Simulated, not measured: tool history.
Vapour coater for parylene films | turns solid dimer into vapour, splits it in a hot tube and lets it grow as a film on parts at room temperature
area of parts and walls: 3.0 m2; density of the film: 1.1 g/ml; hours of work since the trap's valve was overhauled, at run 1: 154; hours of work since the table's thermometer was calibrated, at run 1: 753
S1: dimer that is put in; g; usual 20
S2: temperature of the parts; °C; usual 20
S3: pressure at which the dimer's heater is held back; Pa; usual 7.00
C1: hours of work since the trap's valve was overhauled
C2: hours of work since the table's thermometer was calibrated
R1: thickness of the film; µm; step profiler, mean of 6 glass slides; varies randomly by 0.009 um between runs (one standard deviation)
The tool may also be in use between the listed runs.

run 1 hour=0.0 | S1=20 S2=20 S3=7.00 | C1=154 C2=753 | R1=4.145
run 2 hour=37.0 | S1=20 S2=22 S3=7.00 | C1=185 C2=784 | R1=3.837
run 3 hour=67.2 | S1=20 S2=22 S3=7.00 | C1=210 C2=809 | R1=3.827
run 4 hour=118.8 | S1=20 S2=22 S3=7.00 | C1=253 C2=852 | R1=3.815
run 5 hour=164.1 | S1=20 S2=22 S3=7.00 | C1=291 C2=890 | R1=3.820
run 6 hour=187.7 | S1=20 S2=20 S3=3.21 | C1=311 C2=910 | R1=4.395
run 7 hour=236.8 | S1=20 S2=20 S3=3.21 | C1=352 C2=951 | R1=4.403
run 8 hour=277.5 | S1=20 S2=20 S3=3.21 | C1=386 C2=985 | R1=4.387
run 9 hour=319.6 | S1=20 S2=20 S3=3.21 | C1=421 C2=1020 | R1=4.394
run 10 hour=344.6 | S1=20 S2=20 S3=7.00 | C1=442 C2=1041 | R1=4.090
run 11 hour=387.9 | S1=20 S2=20 S3=3.46 | C1=478 C2=1078 | R1=4.338
run 12 hour=435.4 | S1=20 S2=20 S3=7.00 | C1=518 C2=1117 | R1=4.091
run 13 hour=472.2 | S1=20 S2=20 S3=6.48 | C1=549 C2=1148 | R1=4.080
run 14 hour=516.8 | S1=20 S2=20 S3=7.00 | C1=586 C2=1185 | R1=4.055
run 15 hour=552.9 | S1=20 S2=20 S3=6.65 | C1=616 C2=1216 | R1=4.075
run 16 hour=603.3 | S1=20 S2=20 S3=6.65 | C1=659 C2=1258 | R1=4.074
-- hour=652.1 trap's valve overhauled
run 17 hour=659.2 | S1=20 S2=20 S3=6.65 | C1=6 C2=1301 | R1=3.982
run 18 hour=693.6 | S1=20 S2=20 S3=6.65 | C1=35 C2=1330 | R1=3.974
run 19 hour=717.3 | S1=20 S2=20 S3=6.65 | C1=55 C2=1350 | R1=3.966
-- hour=741.0 trap's valve overhauled, once more
run 20 hour=742.7 | S1=20 S2=20 S3=6.65 | C1=1 C2=1368 | R1=4.298
run 21 hour=766.5 | S1=20 S2=20 S3=6.65 | C1=21 C2=1388 | R1=4.319
run 22 hour=816.3 | S1=20 S2=20 S3=7.00 | C1=63 C2=1429 | R1=4.286
run 23 hour=856.2 | S1=20 S2=20 S3=7.00 | C1=96 C2=1463 | R1=4.278
run 24 hour=898.3 | S1=20 S2=20 S3=6.43 | C1=132 C2=1498 | R1=4.317
run 25 hour=926.8 | S1=20 S2=20 S3=6.43 | C1=155 C2=1522 | R1=4.288
run 26 hour=955.4 | S1=20 S2=20 S3=6.43 | C1=179 C2=1546 | R1=4.287
run 27 hour=1002.3 | S1=23 S2=20 S3=3.25 | C1=219 C2=1585 | R1=5.198
run 28 hour=1027.8 | S1=29 S2=19 S3=7.00 | C1=240 C2=1606 | R1=6.428
run 29 hour=1070.3 | S1=26 S2=19 S3=4.55 | C1=276 C2=1642 | R1=5.926
run 30 hour=1095.0 | S1=26 S2=19 S3=4.55 | C1=296 C2=1662 | R1=5.951
run 31 hour=1138.8 | S1=23 S2=12 S3=4.93 | C1=333 C2=1699 | R1=6.646
run 32 hour=1175.5 | S1=16 S2=15 S3=3.53 | C1=364 C2=1730 | R1=4.366
run 33 hour=1197.5 | S1=16 S2=15 S3=3.70 | C1=382 C2=1748 | R1=4.348
run 34 hour=1230.8 | S1=32 S2=32 S3=4.16 | C1=410 C2=1776 | R1=4.357
run 35 hour=1281.4 | S1=10 S2=17 S3=7.00 | C1=452 C2=1818 | R1=2.355
run 36 hour=1315.4 | S1=17 S2=12 S3=2.14 | C1=481 C2=1847 | R1=4.847
run 37 hour=1357.1 | S1=14 S2=29 S3=5.36 | C1=516 C2=1882 | R1=2.093
run 38 hour=1383.9 | S1=22 S2=29 S3=5.36 | C1=538 C2=1904 | R1=3.281
run 39 hour=1431.0 | S1=22 S2=29 S3=5.36 | C1=577 C2=1944 | R1=3.268
run 40 hour=1475.8 | S1=20 S2=16 S3=7.00 | C1=615 C2=1981 | R1=4.869
run 41 hour=1527.6 | S1=29 S2=20 S3=9.30 | C1=658 C2=2024 | R1=5.862
run 42 hour=1568.6 | S1=29 S2=20 S3=9.30 | C1=692 C2=2059 | R1=5.853
-- hour=1578.5 trap's valve overhauled
run 43 hour=1623.8 | S1=29 S2=20 S3=9.30 | C1=38 C2=2102 | R1=6.154
run 44 hour=1660.8 | S1=17 S2=27 S3=6.81 | C1=69 C2=2132 | R1=2.799
run 45 hour=1683.8 | S1=25 S2=20 S3=2.22 | C1=88 C2=2152 | R1=5.981
run 46 hour=1718.6 | S1=35 S2=24 S3=10.11 | C1=117 C2=2181 | R1=6.286
run 47 hour=1744.3 | S1=35 S2=24 S3=10.11 | C1=139 C2=2202 | R1=6.266

Consider 3 possible next runs. They are alternatives, not a sequence: every one starts from the tool as it was left by run 47. What does each give?
-- hour=1767.1 table's thermometer calibrated
run A hour=1792.6 | S1=35 S2=23 S3=2.36 | C1=178 C2=21 | R1=?
-- hour=1767.1 table's thermometer calibrated
run B hour=1792.6 | S1=11 S2=24 S3=10.11 | C1=178 C2=21 | R1=?
-- hour=1767.1 table's thermometer calibrated
run C hour=1792.6 | S1=35 S2=24 S3=8.91 | C1=178 C2=21 | R1=?

run=A R1=6.934
run=B R1=1.856
run=C R1=5.944
Without the tool's hidden state the same runs would have given:
run=A R1=7.064
run=B R1=1.891
run=C R1=6.056

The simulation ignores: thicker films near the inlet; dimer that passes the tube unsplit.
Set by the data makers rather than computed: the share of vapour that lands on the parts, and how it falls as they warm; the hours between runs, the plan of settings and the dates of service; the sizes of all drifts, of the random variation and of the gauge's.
